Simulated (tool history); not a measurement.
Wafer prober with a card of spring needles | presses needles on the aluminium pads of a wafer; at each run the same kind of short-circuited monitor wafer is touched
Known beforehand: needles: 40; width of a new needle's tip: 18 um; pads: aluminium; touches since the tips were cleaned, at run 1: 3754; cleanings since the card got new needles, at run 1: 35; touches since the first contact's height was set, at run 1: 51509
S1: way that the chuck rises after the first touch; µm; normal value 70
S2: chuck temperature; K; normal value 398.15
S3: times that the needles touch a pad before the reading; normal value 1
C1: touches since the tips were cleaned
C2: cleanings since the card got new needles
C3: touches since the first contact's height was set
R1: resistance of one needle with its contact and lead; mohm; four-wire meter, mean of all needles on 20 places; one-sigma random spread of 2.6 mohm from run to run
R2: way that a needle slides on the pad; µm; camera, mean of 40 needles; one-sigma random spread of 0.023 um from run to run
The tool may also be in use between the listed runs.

| run | hour | S1 | S2 | S3 | C1 | C2 | C3 | R1 | R2 |
|---|---|---|---|---|---|---|---|---|---|
| 1 | 0.0 | 70 | 398.15 | 1 | 3754 | 35 | 51509 | 297 | 19.23 |
|  | 5.2 | tips cleaned on abrasive film |
|  | 19.3 | tips cleaned on abrasive film |
| 2 | 23.0 | 88 | 398.15 | 1 | 1573 | 37 | 61221 | 296 | 24.17 |
|  | 33.2 | tips cleaned on abrasive film |
| 3 | 44.7 | 88 | 398.15 | 1 | 4931 | 38 | 70478 | 289 | 24.15 |
|  | 46.9 | tips cleaned on abrasive film |
|  | 61.9 | tips cleaned on abrasive film |
| 4 | 63.2 | 88 | 398.15 | 1 | 557 | 40 | 78271 | 296 | 24.13 |
|  | 75.6 | tips cleaned on abrasive film |
| 5 | 77.9 | 88 | 398.15 | 1 | 978 | 41 | 84496 | 299 | 24.14 |
|  | 89.9 | tips cleaned on abrasive film |
| 6 | 99.9 | 88 | 398.15 | 1 | 4271 | 42 | 93845 | 297 | 24.12 |
|  | 101.6 | height of the first contact set anew |
|  | 105.4 | tips cleaned on abrasive film |
|  | 119.7 | tips cleaned on abrasive film |
| 7 | 124.4 | 88 | 398.15 | 1 | 1999 | 44 | 9661 | 294 | 24.16 |
|  | 134.1 | tips cleaned on abrasive film |
| 8 | 139.0 | 88 | 398.15 | 1 | 2094 | 45 | 15847 | 292 | 24.12 |
|  | 148.1 | tips cleaned on abrasive film |
| 9 | 161.6 | 88 | 398.15 | 1 | 5777 | 46 | 25456 | 291 | 24.18 |
|  | 163.6 | tips cleaned on abrasive film |
| 10 | 173.0 | 70 | 398.15 | 1 | 4027 | 47 | 30300 | 301 | 19.23 |
|  | 178.5 | tips cleaned on abrasive film |
|  | 193.2 | tips cleaned on abrasive film |
| 11 | 197.7 | 70 | 398.15 | 1 | 1930 | 49 | 40741 | 296 | 19.19 |
|  | 207.4 | tips cleaned on abrasive film |
| 12 | 213.3 | 70 | 398.15 | 1 | 2531 | 50 | 47363 | 292 | 19.19 |
|  | 221.4 | tips cleaned on abrasive film |
|  | 235.9 | tips cleaned on abrasive film |
| 13 | 236.3 | 70 | 398.15 | 1 | 137 | 52 | 57074 | 296 | 19.23 |
|  | 250.4 | tips cleaned on abrasive film |
| 14 | 252.6 | 72 | 398.15 | 3 | 937 | 53 | 64004 | 296 | 19.74 |
|  | 264.7 | tips cleaned on abrasive film |
| 15 | 275.1 | 73 | 315.15 | 1 | 4411 | 54 | 73550 | 268 | 20.04 |
|  | 279.4 | tips cleaned on abrasive film |
| 16 | 292.2 | 73 | 315.15 | 1 | 5477 | 55 | 80839 | 273 | 20.04 |
|  | 294.3 | tips cleaned on abrasive film |
|  | 308.1 | tips cleaned on abrasive film |
| 17 | 309.8 | 73 | 328.15 | 1 | 762 | 57 | 88267 | 279 | 20.04 |
|  | 322.8 | tips cleaned on abrasive film |
|  | 324.1 | height of the first contact set anew |
| 18 | 324.8 | 54 | 328.15 | 1 | 730 | 58 | 298 | 283 | 14.79 |

Predict the results of run 19:
| 19 | 334.8 | 68 | 308.15 | 2 | 5035 | 58 | 4603 | ? | ? |

{"run 19": {"R1": 272, "R2": 18.67}}
Had the tool carried no hidden state, the very same run would have given R1 271 mohm, R2 18.67 µm.
